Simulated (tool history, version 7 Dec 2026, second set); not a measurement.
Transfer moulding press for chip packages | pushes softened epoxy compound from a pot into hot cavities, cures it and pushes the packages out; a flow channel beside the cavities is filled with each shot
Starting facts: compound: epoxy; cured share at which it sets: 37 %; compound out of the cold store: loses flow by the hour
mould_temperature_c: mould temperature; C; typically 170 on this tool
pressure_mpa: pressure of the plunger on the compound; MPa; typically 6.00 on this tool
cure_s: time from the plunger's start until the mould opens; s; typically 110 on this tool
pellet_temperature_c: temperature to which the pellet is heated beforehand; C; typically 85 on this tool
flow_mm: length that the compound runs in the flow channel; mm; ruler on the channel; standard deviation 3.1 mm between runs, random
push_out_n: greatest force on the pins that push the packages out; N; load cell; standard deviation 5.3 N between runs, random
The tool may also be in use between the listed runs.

run     day  mould_temperature_c  pressure_mpa  cure_s  pellet_temperature_c  incoming compound's hours out of the cold store  flow_mm  push_out_n
  1   0.000                  170          6.00     110                    85                                             25.5      768         227
      1.200  -- cavities cleaned with cleaning compound and waxed
      1.604  -- plunger's sealing rings changed
  2   2.662                  170          6.00     110                    85                                             47.3      746         250
      3.267  -- cavities cleaned with cleaning compound and waxed
  3   4.575                  170          6.00     110                    85                                             17.5      851         259
      5.333  -- cavities cleaned with cleaning compound and waxed
      7.538  -- cavities cleaned with cleaning compound and waxed
  4   7.538                  170          5.61     110                    85                                             16.4      818         184
      9.638  -- cavities cleaned with cleaning compound and waxed
  5  10.500                  170          6.00     103                    85                                             30.4      772         249
     11.708  -- cavities cleaned with cleaning compound and waxed
  6  12.679                  169          6.00     103                    85                                             12.2      834         298
     12.954  -- mould's thermocouples calibrated
     13.779  -- cavities cleaned with cleaning compound and waxed
  7  15.550                  170          4.96     110                    85                                             13.8      735         302
     15.854  -- cavities cleaned with cleaning compound and waxed
     16.271  -- plunger's sealing rings changed
     17.729  -- mould's thermocouples calibrated, once more
     18.017  -- cavities cleaned with cleaning compound and waxed
  8  18.938                  170          6.00     110                    85                                             21.3      832         226
     19.967  -- cavities cleaned with cleaning compound and waxed
  9  21.262                  170          6.00      93                    85                                             10.0      867         332
     21.917  -- cavities cleaned with cleaning compound and waxed
 10  23.542                  170          6.00      93                    85                                             14.7      841         336
     24.029  -- cavities cleaned with cleaning compound and waxed
     26.088  -- cavities cleaned with cleaning compound and waxed
 11  26.321                  170          6.00     110                    85                                             38.3      738         185
 12  27.708                  170          6.00     110                    85                                             44.0      714         261
     28.100  -- cavities cleaned with cleaning compound and waxed
     30.062  -- cavities cleaned with cleaning compound and waxed
 13  30.271                  170          7.11     110                    85                                             40.0      781         189
     30.879  -- plunger's sealing rings changed
     32.283  -- cavities cleaned with cleaning compound and waxed
 14  33.583                  166          5.45     110                    89                                             38.5      749         300

Run 15 is up next; what results do you expect?
     34.346  -- cavities cleaned with cleaning compound and waxed
     36.317  -- cavities cleaned with cleaning compound and waxed
 15  36.358                  166          5.45     110                    89                                             12.5        ?           ?

flow_mm: 830 mm
push_out_n: 216 N
Minus the tool's unlogged condition, the same run would have read flow_mm 854 mm, push_out_n 199 N.

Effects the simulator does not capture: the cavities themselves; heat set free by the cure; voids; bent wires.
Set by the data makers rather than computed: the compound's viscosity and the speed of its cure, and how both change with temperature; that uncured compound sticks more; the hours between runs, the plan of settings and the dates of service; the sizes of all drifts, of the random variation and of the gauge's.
